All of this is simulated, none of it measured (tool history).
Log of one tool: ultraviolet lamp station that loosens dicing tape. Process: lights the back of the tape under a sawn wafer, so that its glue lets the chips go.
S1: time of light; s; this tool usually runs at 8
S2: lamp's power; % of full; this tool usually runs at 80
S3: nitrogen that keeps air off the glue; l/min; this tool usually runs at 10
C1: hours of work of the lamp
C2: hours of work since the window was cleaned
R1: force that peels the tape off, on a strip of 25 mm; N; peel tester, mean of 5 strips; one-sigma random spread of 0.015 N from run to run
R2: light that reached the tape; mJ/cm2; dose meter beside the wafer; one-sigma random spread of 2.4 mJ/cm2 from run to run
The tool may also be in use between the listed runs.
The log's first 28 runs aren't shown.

run	hour	S1	S2	S3	C1	C2	R1	R2
29	397.3	8	76	10	577	153	0.822	236
30	407.4	8	76	5	583	159	1.290	237
31	420.9	8	63	16	590	166	0.865	197
32	438.9	9	80	13	600	176	0.467	282
33	450.1	9	91	11	606	182	0.392	315
34	470.0	9	91	11	617	193	0.409	318
35	488.9	9	91	11	628	204	0.394	319
36	508.7	8	69	4	639	215	1.616	220
37	518.2	8	69	4	644	220	1.659	219
38	537.7	16	74	12	655	231	0.161	465
39	553.4	5	96	7	663	240	1.529	191
40	564.2	5	96	7	669	246	1.468	191
41	578.1	14	80	3	677	253	0.587	440
42	589.3	14	80	5	683	259	0.369	441

Forecast each of these 3 alternatives for the next run:
A	601.1	7	80	16	690	266	?	?
B	601.1	14	81	18	690	266	?	?
C	601.1	6	72	7	690	266	?	?

run	R1	R2
A	0.699	219
B	0.155	440
C	1.712	170
With the hidden condition removed and each run's random variation left untouched, the same runs would have given:
run	R1	R2
A	0.694	220
B	0.154	442
C	1.704	171
